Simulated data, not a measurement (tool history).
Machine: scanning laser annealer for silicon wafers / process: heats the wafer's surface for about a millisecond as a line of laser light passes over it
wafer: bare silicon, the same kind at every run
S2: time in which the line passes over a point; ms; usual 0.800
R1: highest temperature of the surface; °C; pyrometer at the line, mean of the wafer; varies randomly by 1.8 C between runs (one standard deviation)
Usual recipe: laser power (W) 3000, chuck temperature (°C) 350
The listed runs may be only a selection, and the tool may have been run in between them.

{"run": 1, "hour": 0.0, "laser power (W)": 3000, "S2": 0.8, "chuck temperature (°C)": 350, "R1": 1068}
{"run": 2, "hour": 12.3, "laser power (W)": 3000, "S2": 0.8, "chuck temperature (°C)": 350, "R1": 1065}
{"run": 3, "hour": 26.1, "laser power (W)": 3000, "S2": 0.8, "chuck temperature (°C)": 350, "R1": 1064}
{"run": 4, "hour": 39.6, "laser power (W)": 3000, "S2": 0.8, "chuck temperature (°C)": 350, "R1": 1066}
{"run": 5, "hour": 51.6, "laser power (W)": 3000, "S2": 0.8, "chuck temperature (°C)": 350, "R1": 1065}
{"run": 6, "hour": 64.5, "laser power (W)": 3000, "S2": 0.8, "chuck temperature (°C)": 350, "R1": 1063}
{"run": 7, "hour": 77.9, "laser power (W)": 3000, "S2": 0.8, "chuck temperature (°C)": 350, "R1": 1063}
{"run": 8, "hour": 89.7, "laser power (W)": 3000, "S2": 0.8, "chuck temperature (°C)": 350, "R1": 1065}
{"run": 9, "hour": 98.5, "laser power (W)": 3000, "S2": 0.8, "chuck temperature (°C)": 350, "R1": 1065}
{"run": 10, "hour": 111.3, "laser power (W)": 3000, "S2": 0.8, "chuck temperature (°C)": 350, "R1": 1061}
{"run": 11, "hour": 117.5, "laser power (W)": 3000, "S2": 0.8, "chuck temperature (°C)": 350, "R1": 1062}
{"run": 12, "hour": 127.0, "laser power (W)": 3000, "S2": 0.8, "chuck temperature (°C)": 350, "R1": 1064}
{"run": 13, "hour": 139.4, "laser power (W)": 3000, "S2": 0.8, "chuck temperature (°C)": 341, "R1": 1053}
{"run": 14, "hour": 146.6, "laser power (W)": 3000, "S2": 0.8, "chuck temperature (°C)": 341, "R1": 1052}
{"run": 15, "hour": 156.9, "laser power (W)": 3000, "S2": 0.8, "chuck temperature (°C)": 341, "R1": 1054}
{"run": 16, "hour": 169.8, "laser power (W)": 3000, "S2": 0.8, "chuck temperature (°C)": 313, "R1": 1023}
{"run": 17, "hour": 180.2, "laser power (W)": 2988, "S2": 0.973, "chuck temperature (°C)": 370, "R1": 1159}
{"run": 18, "hour": 191.3, "laser power (W)": 3119, "S2": 0.617, "chuck temperature (°C)": 370, "R1": 1010}
{"run": 19, "hour": 202.8, "laser power (W)": 3119, "S2": 0.906, "chuck temperature (°C)": 378, "R1": 1166}
{"run": 20, "hour": 215.1, "laser power (W)": 3119, "S2": 0.706, "chuck temperature (°C)": 378, "R1": 1068}
{"run": 21, "hour": 221.4, "laser power (W)": 2886, "S2": 0.706, "chuck temperature (°C)": 378, "R1": 1021}
{"run": 22, "hour": 228.7, "laser power (W)": 3145, "S2": 0.706, "chuck temperature (°C)": 323, "R1": 1019}
{"run": 23, "hour": 237.2, "laser power (W)": 2627, "S2": 0.843, "chuck temperature (°C)": 316, "R1": 959}
{"run": 24, "hour": 246.6, "laser power (W)": 2904, "S2": 0.971, "chuck temperature (°C)": 341, "R1": 1104}
{"run": 25, "hour": 257.9, "laser power (W)": 2659, "S2": 0.799, "chuck temperature (°C)": 341, "R1": 970}
{"run": 26, "hour": 270.6, "laser power (W)": 2789, "S2": 0.799, "chuck temperature (°C)": 357, "R1": 1017}
{"run": 27, "hour": 276.4, "laser power (W)": 2789, "S2": 0.799, "chuck temperature (°C)": 357, "R1": 1015}
{"run": 28, "hour": 283.0, "laser power (W)": 2987, "S2": 0.796, "chuck temperature (°C)": 324, "R1": 1026}
{"run": 29, "hour": 296.5, "laser power (W)": 2563, "S2": 0.8, "chuck temperature (°C)": 350, "R1": 960}
{"run": 30, "hour": 309.1, "laser power (W)": 2856, "S2": 0.605, "chuck temperature (°C)": 352, "R1": 932}
{"run": 31, "hour": 321.2, "laser power (W)": 3094, "S2": 0.572, "chuck temperature (°C)": 320, "R1": 927}
{"run": 32, "hour": 334.6, "laser power (W)": 3000, "S2": 0.832, "chuck temperature (°C)": 350, "R1": 1072}

Each run again, without the hidden state but with its own random variation kept:
The tool's hidden condition here consists of: light that passes the window, % of a clean one's; laser's true power over the reading, %; width of the line over the set one, %; drift of the gauge itself on peak_c, C.
run=1 R1=1075
run=2 R1=1073
run=3 R1=1072
run=4 R1=1075
run=5 R1=1074
run=6 R1=1072
run=7 R1=1073
run=8 R1=1075
run=9 R1=1075
run=10 R1=1072
run=11 R1=1073
run=12 R1=1075
run=13 R1=1064
run=14 R1=1063
run=15 R1=1066
run=16 R1=1036
run=17 R1=1173
run=18 R1=1022
run=19 R1=1181
run=20 R1=1081
run=21 R1=1034
run=22 R1=1033
run=23 R1=972
run=24 R1=1120
run=25 R1=983
run=26 R1=1032
run=27 R1=1030
run=28 R1=1041
run=29 R1=974
run=30 R1=946
run=31 R1=942
run=32 R1=1090

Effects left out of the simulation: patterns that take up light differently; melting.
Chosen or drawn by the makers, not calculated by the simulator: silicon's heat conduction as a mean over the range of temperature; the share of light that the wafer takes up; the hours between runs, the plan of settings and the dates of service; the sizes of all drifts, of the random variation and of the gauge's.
